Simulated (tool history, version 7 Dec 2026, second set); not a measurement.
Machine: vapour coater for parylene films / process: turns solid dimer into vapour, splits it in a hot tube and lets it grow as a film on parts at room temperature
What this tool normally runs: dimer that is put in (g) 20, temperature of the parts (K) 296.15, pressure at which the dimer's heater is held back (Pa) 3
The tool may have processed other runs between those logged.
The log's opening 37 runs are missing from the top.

run    hour  dimer that is put in (g)  temperature of the parts (K)  pressure at which the dimer's heater is held back (Pa)  thickness of the film (um)
 38  1723.6                        18                        296.15                                                       3                        9.61
 39  1761.8                        36                        293.15                                                    7.17                       18.75
 40  1794.1                        36                        293.15                                                    7.17                       18.57
     1814.9  -- trap's valve overhauled
 41  1857.4                        20                        296.15                                                   10.22                         9.8
 42  1895.8                        22                        296.15                                                    3.78                        12.2
 43  1921.4                         9                        300.15                                                    3.05                        4.39
 44    1956                         9                        300.15                                                    3.05                        4.31
 45  1992.3                         9                        300.15                                                    3.05                        4.24
 46  2037.2                        11                        292.15                                                    3.28                        6.88

4 options for the next run, each taken on its own from the tool as it stands now. Forecast them:
  A  2096.1                        21                        306.15                                                       3                           ?
  B  2096.1                        20                        296.15                                                    3.18                           ?
  C  2096.1                        11                        296.15                                                    4.21                           ?
  D  2096.1                        13                        297.15                                                       3                           ?

run  thickness of the film (um)
  A                        7.62
  B                       10.58
  C                        5.55
  D                        6.65
With no hidden state in the tool, these same runs would have given:
run  thickness of the film (um)
  A                        8.42
  B                       11.67
  C                        6.13
  D                        7.34
